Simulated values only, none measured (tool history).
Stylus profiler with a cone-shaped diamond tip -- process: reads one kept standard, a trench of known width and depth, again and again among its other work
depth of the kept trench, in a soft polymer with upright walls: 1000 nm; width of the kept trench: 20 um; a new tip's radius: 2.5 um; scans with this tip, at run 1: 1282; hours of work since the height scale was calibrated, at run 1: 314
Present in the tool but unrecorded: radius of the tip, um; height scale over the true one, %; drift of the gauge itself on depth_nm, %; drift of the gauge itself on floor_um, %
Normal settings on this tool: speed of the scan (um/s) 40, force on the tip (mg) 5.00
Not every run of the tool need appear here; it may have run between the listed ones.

run,hour,speed of the scan (um/s),force on the tip (mg),scans with this tip,hours of work since the height scale was calibrated,depth of the trench (Å),width of the trench's floor (µm)
1,0.0,40,5.00,1282,314,10074.3,15.69
2,23.5,76,5.00,1325,324,10076.3,15.60
3,45.5,76,5.00,1365,334,10076.5,15.64
4,67.4,17,5.00,1405,344,10072.0,15.76
5,88.6,40,5.00,1443,353,10075.8,15.71
6,102.1,40,5.00,1468,359,10074.5,15.68
7,121.4,40,5.00,1503,368,10076.4,15.66
8,141.5,40,5.00,1539,377,10070.1,15.68
9,159.5,47,5.00,1572,385,10074.1,15.69
10,190.5,47,5.00,1628,399,10072.3,15.68
11,207.6,40,3.99,1659,406,10064.2,15.64
12,225.5,40,5.53,1692,414,10078.7,15.66
13,251.5,40,5.00,1739,426,10074.4,15.60
14,271.0,40,5.00,1774,434,10070.1,15.69
# hour 272.8: height scale calibrated on a step standard
15,284.9,40,5.00,1799,5,10068.4,15.63
16,298.2,40,5.03,1823,11,10069.0,15.63
17,330.4,40,5.00,1881,26,10070.3,15.65
18,354.6,40,5.00,1925,36,10064.1,15.65
19,370.7,84,11.57,1954,43,10128.6,15.66
20,395.5,74,2.36,1999,55,10034.7,15.50
# hour 400.1: height scale calibrated on a step standard, once more
21,422.3,74,2.24,2047,10,10050.2,15.51
22,439.2,48,13.31,2078,17,10159.2,15.66
23,465.2,13,13.31,2125,29,10156.3,15.69
24,486.2,30,3.62,2163,38,10064.9,15.68
25,509.1,79,4.54,2205,48,10075.7,15.52
26,526.7,156,2.51,2237,56,10049.4,15.22
27,545.0,22,5.19,2270,64,10083.7,15.64
28,572.4,22,5.19,2320,77,10081.8,15.65
29,591.4,22,5.19,2354,85,10082.6,15.62

Expected results for the next run?
30,620.0,22,5.19,2406,98,?,?

depth of the trench (Å): 10079.3
width of the trench's floor (µm): 15.62
Were there no unlogged condition in the tool, this run, its random variation unchanged, would have produced depth of the trench (Å) 10086.4, width of the trench's floor (µm) 15.95.
